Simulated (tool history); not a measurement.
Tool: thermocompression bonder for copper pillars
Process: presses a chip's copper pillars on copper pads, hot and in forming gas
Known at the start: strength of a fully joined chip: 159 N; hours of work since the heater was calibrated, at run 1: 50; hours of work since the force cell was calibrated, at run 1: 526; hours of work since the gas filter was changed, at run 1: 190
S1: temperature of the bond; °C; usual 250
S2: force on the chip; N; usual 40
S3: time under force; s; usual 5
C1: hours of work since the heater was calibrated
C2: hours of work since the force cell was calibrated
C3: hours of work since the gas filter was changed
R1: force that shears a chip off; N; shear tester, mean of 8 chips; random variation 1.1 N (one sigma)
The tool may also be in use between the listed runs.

| run | day | S1 | S2 | S3 | C1 | C2 | C3 | R1 |
|---|---|---|---|---|---|---|---|---|
| 1 | 0 | 250 | 40 | 5 | 50 | 526 | 190 | 88.9 |
|  | 0.725 | forming gas filter changed |
| 2 | 0.746 | 250 | 40 | 5 | 62 | 538 | 0 | 96 |
| 3 | 1.75 | 250 | 40 | 5 | 79 | 554 | 17 | 97 |
| 4 | 2.496 | 250 | 40 | 14 | 91 | 567 | 30 | 123.6 |
| 5 | 3.338 | 250 | 40 | 14 | 105 | 581 | 44 | 123.3 |
| 6 | 3.929 | 274 | 40 | 14 | 115 | 591 | 54 | 137.4 |
| 7 | 4.775 | 274 | 40 | 14 | 129 | 605 | 68 | 136.3 |
| 8 | 5.25 | 274 | 40 | 14 | 137 | 613 | 76 | 135.8 |
| 9 | 5.683 | 274 | 40 | 14 | 145 | 620 | 83 | 131.8 |
| 10 | 6.675 | 250 | 40 | 5 | 161 | 637 | 99 | 93.1 |
| 11 | 7.267 | 250 | 40 | 5 | 171 | 647 | 109 | 89.9 |
| 12 | 8.246 | 250 | 40 | 5 | 187 | 663 | 126 | 88.7 |
| 13 | 9.229 | 250 | 40 | 5 | 204 | 679 | 142 | 90.3 |
| 14 | 9.708 | 250 | 40 | 5 | 212 | 687 | 150 | 88.1 |
| 15 | 10.383 | 250 | 40 | 10 | 223 | 699 | 161 | 105.9 |
| 16 | 11.117 | 250 | 29 | 5 | 235 | 711 | 174 | 70.4 |
| 17 | 12.125 | 250 | 32 | 5 | 252 | 728 | 190 | 72.1 |
|  | 12.825 | forming gas filter changed |
| 18 | 13.1 | 250 | 32 | 5 | 268 | 744 | 5 | 80.1 |
| 19 | 13.683 | 250 | 32 | 5 | 278 | 753 | 14 | 79.6 |
| 20 | 14.179 | 241 | 40 | 5 | 286 | 762 | 23 | 86.1 |
| 21 | 15.008 | 220 | 35 | 13 | 300 | 775 | 36 | 84 |
| 22 | 15.562 | 220 | 32 | 10 | 309 | 785 | 46 | 75 |
| 23 | 16.133 | 220 | 32 | 10 | 319 | 794 | 55 | 71.2 |
| 24 | 17.046 | 220 | 47 | 4 | 334 | 809 | 71 | 70.5 |
| 25 | 17.558 | 220 | 47 | 4 | 343 | 818 | 79 | 68.5 |
| 26 | 18.396 | 266 | 50 | 5 | 357 | 832 | 93 | 113 |
| 27 | 19.017 | 260 | 31 | 5 | 367 | 842 | 103 | 79.5 |
| 28 | 19.858 | 250 | 46 | 5 | 381 | 856 | 117 | 96.7 |

Run 29 comes next. What will it give?
| 29 | 20.488 | 239 | 40 | 3 | 391 | 867 | 128 | ? |

R1: 65.7 N
Without the tool's hidden state the same run would have given R1 75.4 N.
